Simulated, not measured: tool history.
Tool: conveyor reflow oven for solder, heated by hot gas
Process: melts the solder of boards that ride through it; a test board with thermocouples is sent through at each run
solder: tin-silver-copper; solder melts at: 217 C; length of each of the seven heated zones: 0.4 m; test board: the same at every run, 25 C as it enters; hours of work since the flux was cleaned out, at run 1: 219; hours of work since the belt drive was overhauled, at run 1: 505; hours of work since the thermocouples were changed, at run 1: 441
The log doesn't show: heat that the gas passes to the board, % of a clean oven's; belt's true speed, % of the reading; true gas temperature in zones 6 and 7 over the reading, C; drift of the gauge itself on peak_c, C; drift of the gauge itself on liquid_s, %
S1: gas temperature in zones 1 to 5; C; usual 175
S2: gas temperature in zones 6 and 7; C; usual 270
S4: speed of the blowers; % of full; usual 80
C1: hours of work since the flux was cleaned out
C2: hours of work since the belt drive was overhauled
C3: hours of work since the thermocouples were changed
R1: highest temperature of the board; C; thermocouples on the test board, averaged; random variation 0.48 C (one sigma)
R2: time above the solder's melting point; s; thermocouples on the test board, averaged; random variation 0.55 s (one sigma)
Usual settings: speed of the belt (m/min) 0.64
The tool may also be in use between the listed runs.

Run 1, day 0: usual settings; C1 219; C2 505; C3 441. Result: R1 254.2 C, R2 57.7 s.
Run 2, day 0.838: usual settings; C1 229; C2 514; C3 451. Result: R1 254.2 C, R2 58.4 s.
Run 3, day 1.333: usual settings; C1 234; C2 519; C3 456. Result: R1 254.1 C, R2 58.4 s.
Run 4, day 2.221: usual settings but speed of the belt (m/min) 0.731; C1 244; C2 529; C3 466. Result: R1 249.2 C, R2 46.8 s.
Run 5, day 2.996: usual settings but speed of the belt (m/min) 0.731; C1 252; C2 538; C3 475. Result: R1 248.9 C, R2 46.6 s.
Run 6, day 4.104: usual settings but speed of the belt (m/min) 0.597; C1 265; C2 550; C3 487. Result: R1 255.8 C, R2 63.8 s.
Run 7, day 5.042: usual settings but speed of the belt (m/min) 0.597; C1 275; C2 561; C3 497. Result: R1 255.6 C, R2 64.1 s.
Run 8, day 5.933: usual settings but speed of the belt (m/min) 0.597; C1 285; C2 570; C3 507. Result: R1 255.2 C, R2 63.7 s.
At day 6.717: flux residue cleaned out of gas plates and filters.
Run 9, day 6.929: usual settings; C1 2; C2 579; C3 516. Result: R1 256.2 C, R2 60.2 s.
Run 10, day 7.542: usual settings; C1 9; C2 586; C3 523. Result: R1 255.8 C, R2 60.3 s.
Run 11, day 8.488: usual settings; C1 20; C2 596; C3 533. Result: R1 256.7 C, R2 60.2 s.
Run 12, day 9.612: usual settings; C1 32; C2 609; C3 546. Result: R1 255.6 C, R2 60.1 s.
Run 13, day 10.092: usual settings; C1 37; C2 614; C3 551. Result: R1 256.3 C, R2 59.5 s.
Run 14, day 11.062: usual settings; C1 48; C2 625; C3 562. Result: R1 255.8 C, R2 60.3 s.
At day 11.275: belt drive overhauled, speed set with a stopwatch.
Run 15, day 12.121: usual settings but S2 280 C; C1 58; C2 9; C3 572. Result: R1 265.1 C, R2 64.9 s.
Run 16, day 13.033: usual settings but S1 174 C, speed of the belt (m/min) 0.695, S4 82 % of full; C1 68; C2 20; C3 582. Result: R1 253.8 C, R2 52.6 s.
Run 17, day 13.575: usual settings but S1 190 C, S2 261 C, speed of the belt (m/min) 0.647; C1 74; C2 26; C3 588. Result: R1 250.2 C, R2 61.8 s.
Run 18, day 14.062: usual settings but speed of the belt (m/min) 0.538, S4 52 % of full; C1 80; C2 31; C3 593. Result: R1 255.5 C, R2 71.8 s.
Run 19, day 14.829: usual settings but S1 179 C, S2 259 C, speed of the belt (m/min) 0.601, S4 77 % of full; C1 88; C2 39; C3 602. Result: R1 247.1 C, R2 60 s.
Run 20, day 15.525: usual settings; C1 96; C2 47; C3 609. Result: R1 255.6 C, R2 59.5 s.
At day 16.446: belt drive overhauled, speed set with a stopwatch, once more.
Run 21, day 16.512: usual settings but S1 178 C, S2 280 C, speed of the belt (m/min) 0.755, S4 59 % of full; C1 105; C2 1; C3 619. Result: R1 255.1 C, R2 48.3 s.
Run 22, day 17.404: usual settings but S1 168 C, S2 285 C; C1 115; C2 11; C3 628. Result: R1 267.7 C, R2 63 s.
Run 23, day 18.121: usual settings but S1 166 C, S2 285 C, speed of the belt (m/min) 0.54, S4 57 % of full; C1 123; C2 19; C3 636. Result: R1 267.7 C, R2 75.3 s.
Run 24, day 19.25: usual settings but S2 277 C, S4 59 % of full; C1 135; C2 31; C3 649. Result: R1 257.2 C, R2 59 s.
Run 25, day 20.1: usual settings but S2 277 C, S4 59 % of full; C1 145; C2 41; C3 658. Result: R1 257.9 C, R2 59.2 s.
Run 26, day 20.838: usual settings but S2 277 C, S4 59 % of full; C1 153; C2 49; C3 667. Result: R1 257.2 C, R2 59 s.
Run 27, day 21.821: usual settings but S1 179 C, S2 277 C, speed of the belt (m/min) 0.529, S4 59 % of full; C1 164; C2 60; C3 677. Result: R1 263.7 C, R2 78.9 s.

Run 28 comes next. What will it give?
Run 28, day 22.408: usual settings but S1 179 C, S2 277 C, speed of the belt (m/min) 0.529, S4 59 % of full; C1 170; C2 66; C3 684. Result: R1 ?, R2 ?.

R1: 262.5 C
R2: 78.8 s
Without the tool's hidden state the same run would have given R1 265.5 C, R2 80.6 s.

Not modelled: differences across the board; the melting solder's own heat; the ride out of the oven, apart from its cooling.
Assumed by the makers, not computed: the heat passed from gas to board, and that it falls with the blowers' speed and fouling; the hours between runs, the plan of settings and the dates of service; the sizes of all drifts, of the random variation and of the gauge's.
